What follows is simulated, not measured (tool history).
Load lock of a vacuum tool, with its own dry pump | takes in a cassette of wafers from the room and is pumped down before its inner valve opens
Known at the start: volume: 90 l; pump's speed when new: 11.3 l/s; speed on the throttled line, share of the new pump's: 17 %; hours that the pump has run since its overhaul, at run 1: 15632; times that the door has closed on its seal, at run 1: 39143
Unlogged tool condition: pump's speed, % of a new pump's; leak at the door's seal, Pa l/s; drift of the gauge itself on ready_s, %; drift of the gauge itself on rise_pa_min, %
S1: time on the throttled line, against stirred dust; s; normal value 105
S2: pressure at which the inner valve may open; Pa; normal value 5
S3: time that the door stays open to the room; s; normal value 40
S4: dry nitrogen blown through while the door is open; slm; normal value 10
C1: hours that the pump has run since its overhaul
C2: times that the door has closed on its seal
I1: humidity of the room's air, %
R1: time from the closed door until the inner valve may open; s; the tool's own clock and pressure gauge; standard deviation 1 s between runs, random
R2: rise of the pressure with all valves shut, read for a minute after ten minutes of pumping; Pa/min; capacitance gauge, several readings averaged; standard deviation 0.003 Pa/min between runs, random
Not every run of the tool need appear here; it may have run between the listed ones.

run,hour,S1,S2,S3,S4,C1,C2,I1,R1,R2
1,0.0,105,5,40,10,15632,39143,46.8,182.2,0.323
2,398.4,105,5,40,10,16030,39820,46.4,180.9,0.330
3,896.7,105,5,40,23,16529,40668,44.3,183.2,0.330
4,1465.2,105,5,40,23,17097,41635,42.1,182.1,0.335
5,1982.6,56,5,40,10,17614,42515,46.0,145.4,0.363
6,2543.6,204,5,40,10,18175,43470,39.9,260.6,0.374
7,2973.1,85,5,40,10,18605,44200,48.2,167.8,0.383
8,3640.2,105,5,182,10,19272,45335,44.8,185.7,0.436
9,4309.8,105,5,182,10,19942,46474,46.2,188.0,0.453
10,4938.8,105,5,182,10,20571,47544,44.7,185.6,0.484
11,5524.3,105,5,182,10,21156,48540,44.8,187.0,0.478
12,6119.6,105,5,182,10,21751,49553,43.6,189.3,0.494
13,6779.3,105,5,182,10,22411,50675,43.1,191.4,0.515
14,7085.6,105,5,182,10,22717,51197,43.7,190.3,0.525
15,7698.3,105,5,182,10,23330,52239,43.6,190.4,0.535
# hour 8157.7: dry pump taken out, an overhauled one fitted
16,8349.8,105,5,182,10,192,53337,43.8,168.3,0.550
17,8732.9,105,5,182,10,575,53989,43.0,168.1,0.555
18,9189.7,75,5,30,10,1032,54766,42.3,144.3,0.531
19,9528.4,105,5,30,20,1371,55342,46.3,167.4,0.539
20,9888.1,105,4,40,10,1730,55954,45.5,170.8,0.549
21,10397.5,105,10,147,10,2240,56820,41.8,164.0,0.590
22,10957.6,105,10,147,10,2800,57773,40.1,163.6,0.611
23,11275.5,75,5,26,39,3118,58314,45.7,145.7,0.574
24,11735.1,161,4,40,9,3577,59096,45.6,218.7,0.613
25,12321.0,161,4,40,9,4163,60093,43.5,218.4,0.626
26,12905.9,105,8,46,10,4748,61088,47.2,166.9,0.649
27,13275.6,85,7,80,5,5118,61717,44.4,151.4,0.675
28,13849.4,85,7,80,5,5692,62693,43.6,152.9,0.702
29,14183.1,147,7,101,17,6025,63260,44.8,203.6,0.695
30,14856.8,147,7,101,17,6699,64406,43.3,204.1,0.717

Forecast run 31:
31,15486.7,105,8,40,10,7329,65478,44.8,?,?

Logged for run 31: R1 169.1 s, R2 0.724 Pa/min.
Had the tool carried no hidden state, the very same run would have given R1 163.0 s, R2 0.024 Pa/min.
